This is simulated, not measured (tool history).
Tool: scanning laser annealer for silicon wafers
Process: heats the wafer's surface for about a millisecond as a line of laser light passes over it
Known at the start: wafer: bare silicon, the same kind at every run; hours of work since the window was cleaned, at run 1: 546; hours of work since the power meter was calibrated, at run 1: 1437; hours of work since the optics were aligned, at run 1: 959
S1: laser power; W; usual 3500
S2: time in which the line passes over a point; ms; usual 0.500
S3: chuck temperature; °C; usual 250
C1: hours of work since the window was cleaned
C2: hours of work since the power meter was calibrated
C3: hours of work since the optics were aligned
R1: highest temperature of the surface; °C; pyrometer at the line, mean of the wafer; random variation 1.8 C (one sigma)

run 1 hour=0.0 | S1=3500 S2=0.500 S3=250 | C1=546 C2=1437 C3=959 | R1=1047
run 2 hour=40.9 | S1=3500 S2=0.500 S3=250 | C1=570 C2=1461 C3=983 | R1=1045
run 3 hour=87.0 | S1=3500 S2=0.500 S3=250 | C1=596 C2=1487 C3=1009 | R1=1051
run 4 hour=169.0 | S1=3500 S2=0.500 S3=250 | C1=643 C2=1534 C3=1056 | R1=1051
-- hour=227.1 window over the wafer cleaned
run 5 hour=227.1 | S1=3500 S2=0.500 S3=260 | C1=0 C2=1566 C3=1089 | R1=1060
run 6 hour=286.3 | S1=3500 S2=0.500 S3=260 | C1=34 C2=1601 C3=1123 | R1=1058
run 7 hour=323.1 | S1=3500 S2=0.500 S3=260 | C1=55 C2=1622 C3=1144 | R1=1058
run 8 hour=403.3 | S1=3500 S2=0.358 S3=250 | C1=101 C2=1668 C3=1190 | R1=913
run 9 hour=442.9 | S1=3500 S2=0.441 S3=250 | C1=124 C2=1691 C3=1213 | R1=995
run 10 hour=491.4 | S1=3500 S2=0.441 S3=250 | C1=152 C2=1719 C3=1241 | R1=998
run 11 hour=529.2 | S1=3500 S2=0.438 S3=250 | C1=174 C2=1740 C3=1263 | R1=990
run 12 hour=601.7 | S1=3500 S2=0.438 S3=250 | C1=216 C2=1782 C3=1304 | R1=989
run 13 hour=666.5 | S1=3500 S2=0.500 S3=250 | C1=253 C2=1819 C3=1342 | R1=1046
run 14 hour=726.5 | S1=3500 S2=0.500 S3=250 | C1=287 C2=1854 C3=1376 | R1=1047
run 15 hour=770.0 | S1=3500 S2=0.500 S3=250 | C1=312 C2=1879 C3=1401 | R1=1050
run 16 hour=838.7 | S1=3500 S2=0.500 S3=250 | C1=352 C2=1918 C3=1441 | R1=1046
run 17 hour=900.4 | S1=3500 S2=0.500 S3=250 | C1=387 C2=1954 C3=1476 | R1=1049
run 18 hour=982.2 | S1=3500 S2=0.500 S3=250 | C1=434 C2=2001 C3=1523 | R1=1051
run 19 hour=1052.3 | S1=3500 S2=0.500 S3=250 | C1=475 C2=2041 C3=1564 | R1=1045
run 20 hour=1103.0 | S1=3500 S2=0.500 S3=250 | C1=504 C2=2070 C3=1593 | R1=1051
-- hour=1133.6 optics aligned, line set to its width
run 21 hour=1153.6 | S1=3500 S2=0.500 S3=250 | C1=530 C2=2097 C3=12 | R1=1050
run 22 hour=1196.2 | S1=3110 S2=0.584 S3=278 | C1=555 C2=2121 C3=36 | R1=1041
run 23 hour=1244.0 | S1=3110 S2=0.425 S3=278 | C1=582 C2=2149 C3=64 | R1=919
run 24 hour=1289.6 | S1=3110 S2=0.395 S3=211 | C1=608 C2=2175 C3=90 | R1=824
run 25 hour=1354.5 | S1=3110 S2=0.395 S3=215 | C1=646 C2=2212 C3=127 | R1=829
-- hour=1410.0 window over the wafer cleaned
run 26 hour=1423.6 | S1=3110 S2=0.535 S3=215 | C1=8 C2=2251 C3=166 | R1=940
run 27 hour=1501.0 | S1=3110 S2=0.372 S3=215 | C1=52 C2=2295 C3=210 | R1=808
run 28 hour=1546.7 | S1=3542 S2=0.456 S3=240 | C1=79 C2=2322 C3=237 | R1=1011
run 29 hour=1609.6 | S1=3542 S2=0.456 S3=240 | C1=115 C2=2358 C3=273 | R1=1007
run 30 hour=1687.3 | S1=3542 S2=0.456 S3=240 | C1=160 C2=2403 C3=317 | R1=1012
run 31 hour=1755.5 | S1=3394 S2=0.583 S3=250 | C1=199 C2=2442 C3=357 | R1=1091
run 32 hour=1809.8 | S1=3394 S2=0.583 S3=221 | C1=230 C2=2473 C3=388 | R1=1060
run 33 hour=1864.6 | S1=3394 S2=0.583 S3=221 | C1=262 C2=2505 C3=419 | R1=1061
run 34 hour=1924.6 | S1=3837 S2=0.571 S3=230 | C1=296 C2=2539 C3=454 | R1=1182
run 35 hour=1992.8 | S1=3837 S2=0.571 S3=230 | C1=335 C2=2578 C3=493 | R1=1181
run 36 hour=2055.0 | S1=3837 S2=0.571 S3=230 | C1=371 C2=2614 C3=529 | R1=1185
run 37 hour=2110.7 | S1=3225 S2=0.428 S3=217 | C1=403 C2=2646 C3=561 | R1=888
run 38 hour=2152.1 | S1=3377 S2=0.437 S3=234 | C1=427 C2=2670 C3=585 | R1=947
run 39 hour=2198.3 | S1=3642 S2=0.381 S3=240 | C1=454 C2=2697 C3=612 | R1=958

Forecast each of these 3 alternatives for the next run:
run A hour=2260.6 | S1=3500 S2=0.500 S3=235 | C1=489 C2=2733 C3=647 | R1=?
run B hour=2260.6 | S1=3180 S2=0.476 S3=259 | C1=489 C2=2733 C3=647 | R1=?
run C hour=2260.6 | S1=3500 S2=0.500 S3=287 | C1=489 C2=2733 C3=647 | R1=?

run=A R1=1033
run=B R1=956
run=C R1=1085
Without the tool's hidden state the same runs would have given:
run=A R1=1034
run=B R1=957
run=C R1=1086
